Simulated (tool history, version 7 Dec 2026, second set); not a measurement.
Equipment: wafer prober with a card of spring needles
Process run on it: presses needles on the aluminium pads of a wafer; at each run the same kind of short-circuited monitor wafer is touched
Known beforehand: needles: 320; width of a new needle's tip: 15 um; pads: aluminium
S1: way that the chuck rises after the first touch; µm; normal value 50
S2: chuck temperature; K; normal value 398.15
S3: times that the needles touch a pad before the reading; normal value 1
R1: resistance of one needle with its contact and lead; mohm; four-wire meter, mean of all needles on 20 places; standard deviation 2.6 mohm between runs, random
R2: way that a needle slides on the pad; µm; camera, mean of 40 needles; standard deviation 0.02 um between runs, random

| run | hour | S1 | S2 | S3 | R1 | R2 |
|---|---|---|---|---|---|---|
| 1 | 0 | 50 | 398.15 | 1 | 303 | 10.64 |
| 2 | 13.2 | 50 | 338.15 | 1 | 449 | 10.69 |
|  | 14.5 | tips cleaned on abrasive film |
| 3 | 21.3 | 50 | 398.15 | 1 | 423 | 10.65 |
| 4 | 27.2 | 50 | 398.15 | 1 | 453 | 10.68 |
|  | 29 | tips cleaned on abrasive film |
| 5 | 36.9 | 50 | 324.15 | 1 | 415 | 10.64 |
|  | 43.7 | tips cleaned on abrasive film |
|  | 50 | height of the first contact set anew |
| 6 | 51.2 | 50 | 324.15 | 1 | 415 | 10.75 |
|  | 58.7 | tips cleaned on abrasive film |
| 7 | 61.2 | 50 | 324.15 | 1 | 346 | 10.75 |
| 8 | 70 | 50 | 398.15 | 1 | 447 | 10.7 |
|  | 73.5 | tips cleaned on abrasive film |
| 9 | 78 | 61 | 398.15 | 1 | 352 | 13.08 |
| 10 | 86.2 | 41 | 311.15 | 1 | 517 | 8.76 |
|  | 87.8 | tips cleaned on abrasive film |
| 11 | 99.2 | 48 | 309.15 | 1 | 457 | 10.3 |
|  | 102.4 | tips cleaned on abrasive film |
| 12 | 106.3 | 57 | 311.15 | 2 | 308 | 12.21 |
| 13 | 116 | 39 | 311.15 | 3 | 374 | 8.32 |
|  | 116.8 | tips cleaned on abrasive film |
| 14 | 127.9 | 39 | 311.15 | 3 | 372 | 8.3 |
|  | 132.3 | tips cleaned on abrasive film |
| 15 | 139.8 | 39 | 311.15 | 3 | 357 | 8.3 |

Predict each of these 4 candidate next runs independently; none follows another, all start after run 15:
|  | 147 | tips cleaned on abrasive film |
| A | 151.2 | 67 | 398.15 | 2 | ? | ? |
|  | 147 | tips cleaned on abrasive film |
| B | 151.2 | 39 | 311.15 | 1 | ? | ? |
|  | 147 | tips cleaned on abrasive film |
| C | 151.2 | 59 | 358.15 | 1 | ? | ? |
|  | 147 | tips cleaned on abrasive film |
| D | 151.2 | 36 | 311.15 | 1 | ? | ? |

| run | R1 | R2 |
|---|---|---|
| A | 324 | 14.33 |
| B | 444 | 8.31 |
| C | 353 | 12.57 |
| D | 477 | 7.63 |
The same runs, with their run-to-run variation unchanged, on a tool lacking any hidden condition would have given:
| run | R1 | R2 |
|---|---|---|
| A | 289 | 14.43 |
| B | 270 | 8.42 |
| C | 277 | 12.67 |
| D | 274 | 7.73 |
